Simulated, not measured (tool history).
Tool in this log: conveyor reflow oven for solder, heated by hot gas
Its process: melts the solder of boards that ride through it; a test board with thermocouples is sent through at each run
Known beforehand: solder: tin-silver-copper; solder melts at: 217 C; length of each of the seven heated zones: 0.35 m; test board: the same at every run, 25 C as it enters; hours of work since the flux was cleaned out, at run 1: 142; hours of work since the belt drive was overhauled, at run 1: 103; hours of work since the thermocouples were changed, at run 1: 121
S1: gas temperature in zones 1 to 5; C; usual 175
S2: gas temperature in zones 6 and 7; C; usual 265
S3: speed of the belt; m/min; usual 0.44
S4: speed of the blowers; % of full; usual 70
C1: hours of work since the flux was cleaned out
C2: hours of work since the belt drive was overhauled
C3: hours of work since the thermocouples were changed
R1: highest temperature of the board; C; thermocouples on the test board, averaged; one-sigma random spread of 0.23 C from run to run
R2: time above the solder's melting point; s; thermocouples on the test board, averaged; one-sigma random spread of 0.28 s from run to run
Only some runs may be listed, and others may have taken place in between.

run,hour,S1,S2,S3,S4,C1,C2,C3,R1,R2
1,0,175,265,0.44,70,142,103,121,252,72.6
2,10.4,175,265,0.44,70,146,107,125,252.3,72.4
3,18.3,175,265,0.44,70,149,111,128,251.9,72.5
4,23.2,175,265,0.447,70,151,113,130,251.8,71
5,30.8,175,265,0.447,70,155,116,134,251.8,71
6,40.4,175,265,0.447,70,158,120,137,251.8,71.1
7,47.1,175,265,0.447,70,161,122,140,252,70.7
8,52.2,175,265,0.447,51,163,124,142,247.3,64.9
9,59.2,175,265,0.499,70,166,127,145,248.5,59.9
10,67.7,175,265,0.36,83,170,131,149,258.2,97.4
11,73,190,265,0.47,72,172,133,151,253.2,75.3
12,78.4,175,265,0.432,62,174,135,153,251,72.6
13,87.4,175,279,0.414,63,178,139,157,264.9,87.6
14,97.3,175,279,0.414,63,182,143,161,265.2,87.1
15,104.2,188,279,0.425,85,185,146,164,269.6,92.8
16,113.2,188,265,0.425,83,188,149,167,256.4,85.9
17,123.6,162,265,0.44,50,192,154,171,245,58.2

Below are 3 alternative next runs, each starting from the tool's condition after run 17. Predict each:
A,129.4,162,265,0.44,55,195,156,174,?,?
B,129.4,175,274,0.499,70,195,156,174,?,?
C,129.4,175,265,0.371,70,195,156,174,?,?

run,R1,R2
A,246,60.6
B,256.5,65.4
C,256,91.6
What these runs would have given with no unlogged condition in the tool:
run,R1,R2
A,246.1,60.7
B,256.6,65.4
C,256,91.7
